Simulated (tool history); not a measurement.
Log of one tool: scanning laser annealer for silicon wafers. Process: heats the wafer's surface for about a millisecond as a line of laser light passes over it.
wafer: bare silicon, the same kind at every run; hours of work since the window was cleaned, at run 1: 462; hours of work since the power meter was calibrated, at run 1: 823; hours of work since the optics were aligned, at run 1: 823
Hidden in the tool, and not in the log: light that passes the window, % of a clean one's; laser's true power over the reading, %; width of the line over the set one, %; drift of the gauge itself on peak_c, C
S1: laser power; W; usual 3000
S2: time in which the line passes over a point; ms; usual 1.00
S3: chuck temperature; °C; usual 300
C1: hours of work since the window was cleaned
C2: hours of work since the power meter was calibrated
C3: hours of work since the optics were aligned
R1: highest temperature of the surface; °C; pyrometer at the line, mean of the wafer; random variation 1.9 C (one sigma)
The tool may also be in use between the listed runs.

run,hour,S1,S2,S3,C1,C2,C3,R1
1,0.0,3000,1.00,300,462,823,823,1090
2,29.0,2730,1.00,300,478,839,839,1008
3,69.3,3000,1.00,300,501,862,862,1088
4,104.7,3019,1.00,300,521,882,882,1094
5,141.0,3000,1.00,300,542,903,903,1087
6,176.5,3000,0.87,300,562,923,923,1034
7,206.2,3002,1.00,300,579,940,940,1082
8,235.7,3000,0.80,300,596,956,956,1004
9,253.5,3000,0.80,300,606,967,967,1002
10,291.9,3000,0.80,300,628,988,988,1000
11,321.3,3000,0.80,300,645,1005,1005,998
12,343.2,3000,1.00,300,657,1018,1018,1076
# hour 379.1: window over the wafer cleaned
13,381.9,3000,1.00,300,2,1038,1038,1124
14,408.7,3000,1.00,282,17,1054,1054,1107
15,446.0,3000,1.00,300,38,1075,1075,1122
# hour 484.5: optics aligned, line set to its width
16,493.2,3000,1.00,300,62,1099,5,1137
17,515.7,2843,1.00,300,75,1112,18,1078
18,553.5,2843,1.00,300,96,1133,39,1081
19,586.2,2843,1.00,300,115,1152,58,1081
20,611.0,3000,1.00,300,129,1166,72,1130
21,636.3,3000,0.72,303,143,1180,86,1013
22,664.5,3143,0.79,300,159,1196,102,1089
23,694.6,3143,1.04,305,176,1213,119,1190
24,732.0,3185,0.81,326,198,1235,141,1127
25,760.5,3185,0.81,326,214,1251,157,1125
26,795.6,3085,0.95,300,234,1271,177,1127
27,823.7,2765,1.00,276,250,1287,193,1015
28,857.5,3178,1.00,277,269,1306,212,1148
29,891.9,2686,1.22,284,289,1325,232,1064
30,927.0,3179,0.83,269,309,1345,251,1068
31,949.1,3000,0.82,331,321,1358,264,1070
32,977.4,3000,0.82,331,337,1374,280,1068
33,1000.1,3000,0.82,331,350,1387,293,1069
34,1018.5,3000,1.18,300,361,1397,303,1168
35,1039.3,3000,1.18,300,372,1409,315,1165
36,1070.7,2819,0.88,282,390,1427,333,983
37,1095.9,3000,1.00,316,405,1441,347,1118
38,1137.6,3000,1.00,316,428,1465,371,1115
39,1170.6,3000,1.00,334,447,1484,390,1129
40,1213.9,3058,1.15,329,472,1508,415,1194

Some steps in R1 between neighbouring runs. How much of each would the tool show without its hidden state too (settings, what came in, random variation), and how much is left for the hidden state, with any gauge scatter that isn't in both results?
Run 2 -> 3: S1 2730 -> 3000. R1 +80 °C: hidden state -9, all else +89.
Run 12 -> 13: window over the wafer cleaned. R1 +48 °C: hidden state +51, all else -3.
Run 15 -> 16: optics aligned, line set to its width. R1 +15 °C: hidden state +14, all else +1.
Run 27 -> 28: S1 2765 -> 3178, S3 276 -> 277. R1 +133 °C: hidden state -7, all else +140.
Run 35 -> 36: S1 3000 -> 2819, S2 1.18 -> 0.88, S3 300 -> 282. R1 -182 °C: hidden state +8, all else -190.
Run 36 -> 37: S1 2819 -> 3000, S2 0.88 -> 1.00, S3 282 -> 316. R1 +135 °C: hidden state -8, all else +143.
